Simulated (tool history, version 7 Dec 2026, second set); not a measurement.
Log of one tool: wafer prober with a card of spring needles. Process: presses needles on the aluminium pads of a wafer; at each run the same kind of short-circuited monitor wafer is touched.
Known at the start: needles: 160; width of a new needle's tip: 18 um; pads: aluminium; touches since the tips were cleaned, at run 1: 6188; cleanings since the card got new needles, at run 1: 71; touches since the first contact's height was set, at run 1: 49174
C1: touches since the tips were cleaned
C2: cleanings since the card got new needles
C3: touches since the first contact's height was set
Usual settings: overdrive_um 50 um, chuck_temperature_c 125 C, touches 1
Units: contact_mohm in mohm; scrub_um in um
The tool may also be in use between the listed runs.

Run 1, hour 0.0: usual settings; C1 6188; C2 71; C3 49174. Result: contact_mohm 215 mohm, scrub_um 12.60 um.
At hour 8.7: tips cleaned on abrasive film.
At hour 29.4: tips cleaned on abrasive film.
At hour 50.0: tips cleaned on abrasive film.
Run 2, hour 50.0: usual settings; C1 0; C2 74; C3 70215. Result: contact_mohm 217 mohm, scrub_um 12.63 um.
At hour 70.1: tips cleaned on abrasive film.
At hour 92.2: tips cleaned on abrasive film.
Run 3, hour 98.2: usual settings; C1 2533; C2 76; C3 90559. Result: contact_mohm 217 mohm, scrub_um 12.66 um.
At hour 112.3: tips cleaned on abrasive film.
At hour 133.6: tips cleaned on abrasive film.
Run 4, hour 146.4: usual settings but chuck_temperature_c 30 C; C1 5446; C2 78; C3 110908. Result: contact_mohm 195 mohm, scrub_um 12.68 um.
At hour 156.4: tips cleaned on abrasive film.
At hour 173.3: height of the first contact set anew.
At hour 176.6: tips cleaned on abrasive film.
Run 5, hour 185.0: usual settings; C1 3569; C2 80; C3 4927. Result: contact_mohm 216 mohm, scrub_um 12.70 um.
At hour 199.6: tips cleaned on abrasive film.
At hour 222.0: tips cleaned on abrasive film.
Run 6, hour 227.3: usual settings but chuck_temperature_c 56 C; C1 2224; C2 82; C3 22754. Result: contact_mohm 201 mohm, scrub_um 12.72 um.
At hour 241.6: tips cleaned on abrasive film.
Run 7, hour 250.5: usual settings but chuck_temperature_c 34 C; C1 3775; C2 83; C3 32574. Result: contact_mohm 196 mohm, scrub_um 12.75 um.
At hour 264.3: tips cleaned on abrasive film.
At hour 285.3: tips cleaned on abrasive film.
Run 8, hour 297.9: usual settings but chuck_temperature_c 34 C; C1 5338; C2 85; C3 52555. Result: contact_mohm 191 mohm, scrub_um 12.76 um.
At hour 305.5: tips cleaned on abrasive film.
At hour 326.1: tips cleaned on abrasive film.
Run 9, hour 341.5: usual settings but chuck_temperature_c 34 C; C1 6511; C2 87; C3 70922. Result: contact_mohm 194 mohm, scrub_um 12.78 um.
At hour 346.4: tips cleaned on abrasive film.
At hour 367.3: tips cleaned on abrasive film.
At hour 388.4: tips cleaned on abrasive film.
Run 10, hour 396.0: usual settings but chuck_temperature_c 34 C; C1 3196; C2 90; C3 93888. Result: contact_mohm 198 mohm, scrub_um 12.79 um.
At hour 408.6: tips cleaned on abrasive film.
At hour 429.7: tips cleaned on abrasive film.
Run 11, hour 436.9: usual settings but chuck_temperature_c 34 C, touches 2; C1 3063; C2 92; C3 111143. Result: contact_mohm 197 mohm, scrub_um 12.84 um.
At hour 450.4: tips cleaned on abrasive film.
At hour 464.8: height of the first contact set anew.
At hour 472.4: tips cleaned on abrasive film.
Run 12, hour 484.0: usual settings; C1 4951; C2 94; C3 8117. Result: contact_mohm 212 mohm, scrub_um 12.84 um.
At hour 493.9: tips cleaned on abrasive film.
At hour 514.8: tips cleaned on abrasive film.
Run 13, hour 531.8: usual settings but overdrive_um 33 um; C1 7196; C2 96; C3 28270. Result: contact_mohm 230 mohm, scrub_um 8.51 um.
At hour 534.7: gauge calibrated.
At hour 534.8: tips cleaned on abrasive film.
At hour 556.3: tips cleaned on abrasive film.
Run 14, hour 569.3: usual settings but overdrive_um 33 um; C1 5518; C2 98; C3 44078. Result: contact_mohm 223 mohm, scrub_um 8.34 um.
At hour 578.8: tips cleaned on abrasive film.
At hour 598.6: tips cleaned on abrasive film.
Run 15, hour 598.6: usual settings but overdrive_um 43 um; C1 0; C2 100; C3 56390. Result: contact_mohm 222 mohm, scrub_um 10.87 um.
At hour 618.8: tips cleaned on abrasive film.
At hour 638.9: tips cleaned on abrasive film.
Run 16, hour 651.4: usual settings but overdrive_um 65 um, chuck_temperature_c 37 C, touches 3; C1 5300; C2 102; C3 78668. Result: contact_mohm 191 mohm, scrub_um 16.47 um.
At hour 659.8: tips cleaned on abrasive film.
At hour 679.9: tips cleaned on abrasive film.
Run 17, hour 695.8: usual settings but overdrive_um 65 um, chuck_temperature_c 55 C, touches 2; C1 6753; C2 104; C3 97403. Result: contact_mohm 194 mohm, scrub_um 16.50 um.
At hour 699.5: tips cleaned on abrasive film.
At hour 721.7: tips cleaned on abrasive film.
At hour 742.5: tips cleaned on abrasive film.
Run 18, hour 750.6: usual settings but chuck_temperature_c 63 C; C1 3443; C2 107; C3 120487. Result: contact_mohm 203 mohm, scrub_um 12.73 um.
At hour 755.2: height of the first contact set anew.
At hour 763.4: tips cleaned on abrasive film.
At hour 786.6: tips cleaned on abrasive film.
Run 19, hour 794.9: usual settings but overdrive_um 39 um, chuck_temperature_c 63 C; C1 3542; C2 109; C3 16737. Result: contact_mohm 210 mohm, scrub_um 9.93 um.
At hour 807.4: tips cleaned on abrasive film.
At hour 828.5: tips cleaned on abrasive film.
Run 20, hour 843.3: usual settings but overdrive_um 34 um, chuck_temperature_c 45 C, touches 2; C1 6299; C2 111; C3 37156. Result: contact_mohm 206 mohm, scrub_um 8.68 um.
At hour 848.0: tips cleaned on abrasive film.
Run 21, hour 866.3: usual settings but overdrive_um 35 um, chuck_temperature_c 80 C, touches 2; C1 7772; C2 112; C3 46855. Result: contact_mohm 216 mohm, scrub_um 8.94 um.
At hour 869.4: tips cleaned on abrasive film.
At hour 890.7: tips cleaned on abrasive film.
At hour 911.8: tips cleaned on abrasive film.
Run 22, hour 919.9: usual settings but overdrive_um 57 um, chuck_temperature_c 39 C; C1 3438; C2 115; C3 69440. Result: contact_mohm 192 mohm, scrub_um 14.59 um.
At hour 933.3: tips cleaned on abrasive film.
Run 23, hour 951.5: usual settings but overdrive_um 65 um, chuck_temperature_c 39 C, touches 2; C1 7746; C2 116; C3 82788. Result: contact_mohm 190 mohm, scrub_um 16.66 um.
At hour 954.8: tips cleaned on abrasive film.
At hour 975.2: tips cleaned on abrasive film.
Run 24, hour 979.7: usual settings but overdrive_um 30 um, touches 2; C1 1906; C2 118; C3 94632. Result: contact_mohm 231 mohm, scrub_um 7.71 um.
At hour 995.6: tips cleaned on abrasive film.
At hour 1016.4: tips cleaned on abrasive film.
Run 25, hour 1034.8: usual settings but overdrive_um 30 um, chuck_temperature_c 95 C, touches 2; C1 7819; C2 120; C3 117898. Result: contact_mohm 223 mohm, scrub_um 7.72 um.
At hour 1039.5: tips cleaned on abrasive film.
At hour 1043.0: height of the first contact set anew.
At hour 1062.4: tips cleaned on abrasive film.
At hour 1082.3: tips cleaned on abrasive film.
Run 26, hour 1090.2: usual settings but overdrive_um 30 um, chuck_temperature_c 95 C, touches 2; C1 3370; C2 123; C3 19937. Result: contact_mohm 224 mohm, scrub_um 7.71 um.
At hour 1102.7: tips cleaned on abrasive film.
At hour 1122.1: tips cleaned on abrasive film.
Run 27, hour 1124.3: usual settings but overdrive_um 30 um, chuck_temperature_c 95 C, touches 2; C1 924; C2 125; C3 34288. Result: contact_mohm 225 mohm, scrub_um 7.70 um.
At hour 1144.2: tips cleaned on abrasive film.
At hour 1164.7: tips cleaned on abrasive film.
Run 28, hour 1165.9: usual settings but overdrive_um 65 um; C1 501; C2 127; C3 51837. Result: contact_mohm 209 mohm, scrub_um 16.79 um.
At hour 1185.7: tips cleaned on abrasive film.
Run 29, hour 1195.1: usual settings but overdrive_um 65 um; C1 3987; C2 128; C3 64140. Result: contact_mohm 215 mohm, scrub_um 16.83 um.

How the hidden state differs across the entries between the runs, from the last listed run before each to the first after it:
Between runs 1 and 2: tips cleaned on abrasive film (hour 8.7); tips cleaned on abrasive film (hour 29.4); tips cleaned on abrasive film (hour 50.0)
  debris on the tips, nm: 0.3 -> 0; drift of the gauge itself on scrub_um, %: 0 -> 0.19
  measured less the result without the state, scrub_um: +0.00 -> +0.02 um
Between runs 2 and 3: tips cleaned on abrasive film (hour 70.1); tips cleaned on abrasive film (hour 92.2)
  debris on the tips, nm: 0 -> 0.2; drift of the gauge itself on scrub_um, %: 0.19 -> 0.37
  measured less the result without the state, scrub_um: +0.02 -> +0.05 um
Between runs 3 and 4: tips cleaned on abrasive film (hour 112.3); tips cleaned on abrasive film (hour 133.6)
  debris on the tips, nm: 0.2 -> 0.3; drift of the gauge itself on scrub_um, %: 0.37 -> 0.56
  measured less the result without the state, scrub_um: +0.05 -> +0.07 um
Between runs 4 and 5: tips cleaned on abrasive film (hour 156.4); height of the first contact set anew (hour 173.3); tips cleaned on abrasive film (hour 176.6)
  drift of the gauge itself on scrub_um, %: 0.56 -> 0.7
  measured less the result without the state, scrub_um: +0.07 -> +0.09 um
Between runs 5 and 6: tips cleaned on abrasive film (hour 199.6); tips cleaned on abrasive film (hour 222.0)
  debris on the tips, nm: 0.3 -> 0.2; drift of the gauge itself on scrub_um, %: 0.7 -> 0.86
  measured less the result without the state, scrub_um: +0.09 -> +0.11 um
Between runs 6 and 7: tips cleaned on abrasive film (hour 241.6)
  debris on the tips, nm: 0.2 -> 0.3; drift of the gauge itself on scrub_um, %: 0.86 -> 0.95
  measured less the result without the state, scrub_um: +0.11 -> +0.12 um
Between runs 7 and 8: tips cleaned on abrasive film (hour 264.3); tips cleaned on abrasive film (hour 285.3)
  drift of the gauge itself on scrub_um, %: 0.95 -> 1.13
  measured less the result without the state, scrub_um: +0.12 -> +0.14 um
Between runs 8 and 9: tips cleaned on abrasive film (hour 305.5); tips cleaned on abrasive film (hour 326.1)
  drift of the gauge itself on scrub_um, %: 1.13 -> 1.3
  measured less the result without the state, scrub_um: +0.14 -> +0.17 um
Between runs 9 and 10: tips cleaned on abrasive film (hour 346.4); tips cleaned on abrasive film (hour 367.3); tips cleaned on abrasive film (hour 388.4)
  debris on the tips, nm: 0.3 -> 0.2; drift of the gauge itself on scrub_um, %: 1.3 -> 1.5
  measured less the result without the state, scrub_um: +0.17 -> +0.18 um
Between runs 10 and 11: tips cleaned on abrasive film (hour 408.6); tips cleaned on abrasive film (hour 429.7)
  drift of the gauge itself on scrub_um, %: 1.5 -> 1.66
  measured less the result without the state, scrub_um: +0.18 -> +0.21 um
Between runs 11 and 12: tips cleaned on abrasive film (hour 450.4); height of the first contact set anew (hour 464.8); tips cleaned on abrasive film (hour 472.4)
  debris on the tips, nm: 0.2 -> 0.3; drift of the gauge itself on scrub_um, %: 1.66 -> 1.84
  measured less the result without the state, scrub_um: +0.21 -> +0.23 um
Between runs 12 and 13: tips cleaned on abrasive film (hour 493.9); tips cleaned on abrasive film (hour 514.8)
  drift of the gauge itself on scrub_um, %: 1.84 -> 2.02
  measured less the result without the state, scrub_um: +0.23 -> +0.17 um
Between runs 13 and 14: gauge calibrated (hour 534.7); tips cleaned on abrasive film (hour 534.8); tips cleaned on abrasive film (hour 556.3)
  drift of the gauge itself on scrub_um, %: 2.02 -> 0.13
  measured less the result without the state, scrub_um: +0.17 -> +0.01 um
Between runs 14 and 15: tips cleaned on abrasive film (hour 578.8); tips cleaned on abrasive film (hour 598.6)
  debris on the tips, nm: 0.3 -> 0; drift of the gauge itself on scrub_um, %: 0.13 -> 0.24
  measured less the result without the state, scrub_um: +0.01 -> +0.02 um
Between runs 15 and 16: tips cleaned on abrasive film (hour 618.8); tips cleaned on abrasive film (hour 638.9)
  debris on the tips, nm: 0 -> 0.3; drift of the gauge itself on scrub_um, %: 0.24 -> 0.44
  measured less the result without the state, scrub_um: +0.02 -> +0.07 um
Between runs 16 and 17: tips cleaned on abrasive film (hour 659.8); tips cleaned on abrasive film (hour 679.9)
  drift of the gauge itself on scrub_um, %: 0.44 -> 0.61
  measured less the result without the state, scrub_um: +0.07 -> +0.10 um
Between runs 17 and 18: tips cleaned on abrasive film (hour 699.5); tips cleaned on abrasive film (hour 721.7); tips cleaned on abrasive film (hour 742.5)
  debris on the tips, nm: 0.3 -> 0.2; drift of the gauge itself on scrub_um, %: 0.61 -> 0.82
  measured less the result without the state, scrub_um: +0.10 -> +0.10 um
Between runs 18 and 19: height of the first contact set anew (hour 755.2); tips cleaned on abrasive film (hour 763.4); tips cleaned on abrasive film (hour 786.6)
  drift of the gauge itself on scrub_um, %: 0.82 -> 0.99
  measured less the result without the state, scrub_um: +0.10 -> +0.10 um
Between runs 19 and 20: tips cleaned on abrasive film (hour 807.4); tips cleaned on abrasive film (hour 828.5)
  debris on the tips, nm: 0.2 -> 0.3; drift of the gauge itself on scrub_um, %: 0.99 -> 1.17
  measured less the result without the state, scrub_um: +0.10 -> +0.10 um
Between runs 20 and 21: tips cleaned on abrasive film (hour 848.0)
  drift of the gauge itself on scrub_um, %: 1.17 -> 1.26
  measured less the result without the state, scrub_um: +0.10 -> +0.11 um
Between runs 21 and 22: tips cleaned on abrasive film (hour 869.4); tips cleaned on abrasive film (hour 890.7); tips cleaned on abrasive film (hour 911.8)
  debris on the tips, nm: 0.3 -> 0.2; drift of the gauge itself on scrub_um, %: 1.26 -> 1.46
  measured less the result without the state, scrub_um: +0.11 -> +0.21 um
Between runs 22 and 23: tips cleaned on abrasive film (hour 933.3)
  debris on the tips, nm: 0.2 -> 0.3; drift of the gauge itself on scrub_um, %: 1.46 -> 1.58
  measured less the result without the state, scrub_um: +0.21 -> +0.26 um
Between runs 23 and 24: tips cleaned on abrasive film (hour 954.8); tips cleaned on abrasive film (hour 975.2)
  debris on the tips, nm: 0.3 -> 0.2; drift of the gauge itself on scrub_um, %: 1.58 -> 1.69
  measured less the result without the state, scrub_um: +0.26 -> +0.13 um
Between runs 24 and 25: tips cleaned on abrasive film (hour 995.6); tips cleaned on abrasive film (hour 1016.4)
  debris on the tips, nm: 0.2 -> 0.3; drift of the gauge itself on scrub_um, %: 1.69 -> 1.9
  measured less the result without the state, scrub_um: +0.13 -> +0.14 um
Between runs 25 and 26: tips cleaned on abrasive film (hour 1039.5); height of the first contact set anew (hour 1043.0); tips cleaned on abrasive film (hour 1062.4); tips cleaned on abrasive film (hour 1082.3)
  drift of the gauge itself on scrub_um, %: 1.9 -> 2.11
  measured less the result without the state, scrub_um: +0.14 -> +0.16 um
Between runs 26 and 27: tips cleaned on abrasive film (hour 1102.7); tips cleaned on abrasive film (hour 1122.1)
  debris on the tips, nm: 0.3 -> 0.1; drift of the gauge itself on scrub_um, %: 2.11 -> 2.24
  measured less the result without the state, scrub_um: +0.16 -> +0.17 um
Between runs 27 and 28: tips cleaned on abrasive film (hour 1144.2); tips cleaned on abrasive film (hour 1164.7)
  drift of the gauge itself on scrub_um, %: 2.24 -> 2.39
  measured less the result without the state, scrub_um: +0.17 -> +0.39 um
Between runs 28 and 29: tips cleaned on abrasive film (hour 1185.7)
  debris on the tips, nm: 0.1 -> 0.3; drift of the gauge itself on scrub_um, %: 2.39 -> 2.51
  measured less the result without the state, scrub_um: +0.39 -> +0.41 um
